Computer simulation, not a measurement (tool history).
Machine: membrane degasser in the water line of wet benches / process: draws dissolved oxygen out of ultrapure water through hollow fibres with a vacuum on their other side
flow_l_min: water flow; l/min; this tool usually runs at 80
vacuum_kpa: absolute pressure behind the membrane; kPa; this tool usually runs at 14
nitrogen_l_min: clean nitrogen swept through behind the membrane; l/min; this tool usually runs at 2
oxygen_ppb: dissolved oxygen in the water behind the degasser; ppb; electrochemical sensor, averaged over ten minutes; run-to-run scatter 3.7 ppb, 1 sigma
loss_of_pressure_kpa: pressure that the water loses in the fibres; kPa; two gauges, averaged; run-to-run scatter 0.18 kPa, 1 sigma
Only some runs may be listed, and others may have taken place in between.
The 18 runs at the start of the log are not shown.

run,hour,flow_l_min,vacuum_kpa,nitrogen_l_min,hours since the membrane was changed,hours since the vacuum gauge was calibrated,hours since the vacuum lines were made tight,oxygen_ppb,loss_of_pressure_kpa
19,4361.6,125,13.6,2,447,2118,1449,1155.4,47.67
20,4681.4,125,13.6,2,767,2438,1769,1158.8,48.16
21,5004,67,13.6,2,1089,2760,2092,713.7,25.49
22,5296,67,13.6,2,1381,3052,2384,708.4,25.64
23,5647.5,59,13.6,2,1733,3404,2735,633.9,22.71
# hour 5877.3: vacuum gauge calibrated
24,5933.7,59,13.6,2,2019,56,3021,636,22.65
25,6232.2,65,14.3,4.39,2317,355,3319,406.9,24.83
26,6603.4,65,14.3,4.39,2688,726,3691,406.9,24.71
27,6859.5,80,10.4,2,2944,982,3947,603.6,30.63

Run 28 has not been measured yet. What should we expect?
# hour 6894.3: gauge calibrated
28,7040.6,82,10.4,4.76,3125,1163,4128,?,?

{"run 28": {"oxygen_ppb": 351.4, "loss_of_pressure_kpa": 31.3}}
Without the tool's hidden state the same run would have given oxygen_ppb 351.1 ppb, loss_of_pressure_kpa 31.28 kPa.
